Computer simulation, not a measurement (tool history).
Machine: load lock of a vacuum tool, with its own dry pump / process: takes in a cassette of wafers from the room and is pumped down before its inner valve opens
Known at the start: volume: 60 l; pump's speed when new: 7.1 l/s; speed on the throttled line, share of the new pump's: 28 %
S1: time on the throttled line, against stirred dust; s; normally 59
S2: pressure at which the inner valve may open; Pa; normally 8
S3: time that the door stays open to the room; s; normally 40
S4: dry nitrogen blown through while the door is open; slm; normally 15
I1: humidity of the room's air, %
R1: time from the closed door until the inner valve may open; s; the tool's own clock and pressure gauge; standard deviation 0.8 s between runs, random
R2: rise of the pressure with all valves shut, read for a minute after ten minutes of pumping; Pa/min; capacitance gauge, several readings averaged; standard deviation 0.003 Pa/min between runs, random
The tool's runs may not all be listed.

run 1 hour=0 | S1=59 S2=8 S3=40 S4=15 | I1=42.3 | R1=127.8 R2=0.108
run 2 hour=262.5 | S1=59 S2=8 S3=40 S4=15 | I1=40.5 | R1=129.5 R2=0.111
run 3 hour=568.2 | S1=59 S2=8 S3=40 S4=15 | I1=45.5 | R1=128.4 R2=0.111
run 4 hour=797.6 | S1=59 S2=8 S3=40 S4=15 | I1=46.6 | R1=130.6 R2=0.118
run 5 hour=938 | S1=59 S2=8 S3=40 S4=15 | I1=46.2 | R1=129.1 R2=0.123
run 6 hour=1225.6 | S1=59 S2=8 S3=40 S4=15 | I1=47.1 | R1=130.3 R2=0.125
run 7 hour=1468.4 | S1=59 S2=8 S3=40 S4=15 | I1=45.5 | R1=130.2 R2=0.127
run 8 hour=1667.1 | S1=55 S2=8 S3=40 S4=15 | I1=45 | R1=126.6 R2=0.134
run 9 hour=1950.9 | S1=59 S2=8 S3=40 S4=12 | I1=44.4 | R1=129.5 R2=0.131
run 10 hour=2167.6 | S1=59 S2=8 S3=40 S4=11 | I1=46.6 | R1=130.1 R2=0.142
run 11 hour=2314 | S1=59 S2=8 S3=40 S4=11 | I1=45.6 | R1=131.9 R2=0.134
run 12 hour=2579.5 | S1=59 S2=8 S3=40 S4=9 | I1=43.3 | R1=130 R2=0.146
run 13 hour=2760.5 | S1=59 S2=8 S3=40 S4=9 | I1=47.9 | R1=133.1 R2=0.145
run 14 hour=3030.5 | S1=59 S2=8 S3=40 S4=15 | I1=43.4 | R1=131 R2=0.154
run 15 hour=3258.1 | S1=59 S2=8 S3=40 S4=9 | I1=42.4 | R1=130.9 R2=0.148
run 16 hour=3560.9 | S1=59 S2=8 S3=40 S4=9 | I1=45.2 | R1=133.1 R2=0.159
run 17 hour=3703.1 | S1=59 S2=8 S3=40 S4=15 | I1=41.3 | R1=131.5 R2=0.156
run 18 hour=3963.5 | S1=59 S2=8 S3=40 S4=15 | I1=45.7 | R1=132.9 R2=0.167
run 19 hour=4234.8 | S1=59 S2=8 S3=40 S4=15 | I1=45.3 | R1=133.4 R2=0.171
run 20 hour=4518.5 | S1=45 S2=14 S3=228 S4=29 | I1=42.8 | R1=118.1 R2=0.192
run 21 hour=4715 | S1=39 S2=8 S3=53 S4=4 | I1=51.9 | R1=119.4 R2=0.185
run 22 hour=4862.6 | S1=39 S2=8 S3=53 S4=4 | I1=45.5 | R1=119.7 R2=0.195
run 23 hour=5040.7 | S1=58 S2=8 S3=53 S4=11 | I1=49.4 | R1=132.5 R2=0.196
run 24 hour=5181.8 | S1=39 S2=6 S3=132 S4=5 | I1=44.4 | R1=124.2 R2=0.206
run 25 hour=5328.7 | S1=39 S2=6 S3=132 S4=5 | I1=46.4 | R1=122.8 R2=0.217
run 26 hour=5497.6 | S1=35 S2=13 S3=30 S4=15 | I1=42.8 | R1=113.3 R2=0.191
run 27 hour=5682.7 | S1=35 S2=13 S3=30 S4=15 | I1=41.3 | R1=112.3 R2=0.194
run 28 hour=5866.3 | S1=59 S2=12 S3=40 S4=15 | I1=46.3 | R1=129.1 R2=0.204
run 29 hour=6205.2 | S1=59 S2=12 S3=40 S4=15 | I1=42.8 | R1=130.8 R2=0.21
run 30 hour=6504.3 | S1=114 S2=15 S3=147 S4=29 | I1=42.5 | R1=165.7 R2=0.224
run 31 hour=6844.3 | S1=55 S2=7 S3=25 S4=15 | I1=48 | R1=134.4 R2=0.213
run 32 hour=7016.5 | S1=55 S2=7 S3=25 S4=15 | I1=44.3 | R1=134.4 R2=0.218
run 33 hour=7288.4 | S1=55 S2=7 S3=25 S4=15 | I1=46.4 | R1=136.3 R2=0.233
run 34 hour=7563 | S1=55 S2=14 S3=67 S4=44 | I1=44 | R1=127.7 R2=0.224
run 35 hour=7771.2 | S1=55 S2=14 S3=67 S4=44 | I1=42.6 | R1=128.4 R2=0.229
-- hour=7823.1 dry pump taken out, an overhauled one fitted
run 36 hour=8072.8 | S1=59 S2=8 S3=39 S4=15 | I1=43.7 | R1=123.2 R2=0.24
run 37 hour=8223.6 | S1=59 S2=6 S3=183 S4=26 | I1=45.4 | R1=125.8 R2=0.266

Predict each of these 4 candidate next runs independently; none follows another, all start after run 37:
run A hour=8558 | S1=45 S2=13 S3=84 S4=15 | I1=41.7 | R1=? R2=?
run B hour=8558 | S1=59 S2=14 S3=183 S4=26 | I1=46 | R1=? R2=?
run C hour=8558 | S1=59 S2=6 S3=183 S4=10 | I1=45.3 | R1=? R2=?
run D hour=8558 | S1=59 S2=15 S3=218 S4=41 | I1=45.6 | R1=? R2=?

run=A R1=109.4 R2=0.255
run=B R1=119.3 R2=0.277
run=C R1=125.9 R2=0.278
run=D R1=116.6 R2=0.261
Without the tool's hidden state the same runs would have given:
run=A R1=108.7 R2=0.025
run=B R1=118.6 R2=0.04
run=C R1=125.1 R2=0.042
run=D R1=116 R2=0.023
